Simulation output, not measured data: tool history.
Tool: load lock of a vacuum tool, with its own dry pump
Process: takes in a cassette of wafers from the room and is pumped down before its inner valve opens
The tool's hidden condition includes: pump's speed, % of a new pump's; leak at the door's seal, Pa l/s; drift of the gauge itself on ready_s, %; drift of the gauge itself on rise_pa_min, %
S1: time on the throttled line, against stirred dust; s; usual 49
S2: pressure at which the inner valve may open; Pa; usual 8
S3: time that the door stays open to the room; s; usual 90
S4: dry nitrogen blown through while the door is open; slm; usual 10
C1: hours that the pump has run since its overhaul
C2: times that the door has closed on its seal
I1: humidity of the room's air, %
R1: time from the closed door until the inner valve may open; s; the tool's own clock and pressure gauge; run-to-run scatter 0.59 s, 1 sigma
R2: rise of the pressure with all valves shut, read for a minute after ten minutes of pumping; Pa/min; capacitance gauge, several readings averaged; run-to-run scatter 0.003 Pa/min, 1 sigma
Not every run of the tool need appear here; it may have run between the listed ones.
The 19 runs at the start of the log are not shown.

| run | hour | S1 | S2 | S3 | S4 | C1 | C2 | I1 | R1 | R2 |
|---|---|---|---|---|---|---|---|---|---|---|
| 20 | 6103.8 | 55 | 8 | 90 | 11 | 5706 | 33826 | 41.7 | 91.3 | 0.236 |
| 21 | 6353.8 | 61 | 9 | 90 | 11 | 5956 | 34682 | 43.1 | 95.8 | 0.248 |
| 22 | 6640.2 | 61 | 9 | 90 | 11 | 6242 | 35663 | 47.1 | 94.5 | 0.258 |
| 23 | 6860.1 | 74 | 11 | 76 | 30 | 6462 | 36416 | 48 | 106.3 | 0.26 |
| 24 | 7069.4 | 74 | 11 | 76 | 30 | 6672 | 37133 | 45.4 | 105.9 | 0.251 |
| 25 | 7369.7 | 74 | 11 | 76 | 30 | 6972 | 38162 | 47.5 | 106.1 | 0.266 |
| 26 | 7735.5 | 49 | 7 | 90 | 43 | 7338 | 39415 | 45.4 | 88.3 | 0.282 |
| 27 | 7946.4 | 46 | 9 | 191 | 42 | 7549 | 40137 | 43.7 | 86 | 0.297 |
|  | 8269 | door's seal changed, seat wiped |
| 28 | 8317.2 | 49 | 9 | 118 | 27 | 7918 | 165 | 44.2 | 89.3 | 0.04 |
| 29 | 8546 | 49 | 9 | 118 | 27 | 8147 | 949 | 39.9 | 86.7 | 0.045 |
| 30 | 8901 | 49 | 12 | 79 | 9 | 8502 | 2164 | 44.2 | 86.4 | 0.055 |
| 31 | 9284.3 | 28 | 7 | 39 | 7 | 8885 | 3478 | 45.8 | 74.3 | 0.04 |
| 32 | 9599.1 | 28 | 7 | 39 | 7 | 9200 | 4556 | 46.9 | 73.5 | 0.042 |
| 33 | 10023.3 | 55 | 8 | 90 | 8 | 9624 | 6009 | 45.4 | 93.8 | 0.064 |
| 34 | 10336.9 | 24 | 9 | 90 | 10 | 9938 | 7083 | 46 | 69.7 | 0.07 |
| 35 | 10712.1 | 24 | 10 | 87 | 27 | 10313 | 8368 | 42.8 | 69.2 | 0.056 |
| 36 | 10967 | 24 | 8 | 87 | 7 | 10568 | 9241 | 40.7 | 70.3 | 0.071 |

5 ways to go on from here, each from the tool as it stands after run 36. What would each give?
| A | 11264.1 | 49 | 6 | 105 | 10 | 10865 | 10259 | 47 | ? | ? |
| B | 11264.1 | 49 | 8 | 87 | 19 | 10865 | 10259 | 46.1 | ? | ? |
| C | 11264.1 | 44 | 8 | 56 | 22 | 10865 | 10259 | 48.6 | ? | ? |
| D | 11264.1 | 73 | 8 | 87 | 7 | 10865 | 10259 | 44.3 | ? | ? |
| E | 11264.1 | 72 | 8 | 87 | 22 | 10865 | 10259 | 45.4 | ? | ? |

| run | R1 | R2 |
|---|---|---|
| A | 92.4 | 0.081 |
| B | 91 | 0.069 |
| C | 87.5 | 0.064 |
| D | 108.1 | 0.071 |
| E | 107.5 | 0.067 |
Without the tool's unlogged condition, the same runs would have read:
| run | R1 | R2 |
|---|---|---|
| A | 85.4 | 0.048 |
| B | 84.4 | 0.036 |
| C | 80.7 | 0.032 |
| D | 102.3 | 0.039 |
| E | 101.6 | 0.034 |

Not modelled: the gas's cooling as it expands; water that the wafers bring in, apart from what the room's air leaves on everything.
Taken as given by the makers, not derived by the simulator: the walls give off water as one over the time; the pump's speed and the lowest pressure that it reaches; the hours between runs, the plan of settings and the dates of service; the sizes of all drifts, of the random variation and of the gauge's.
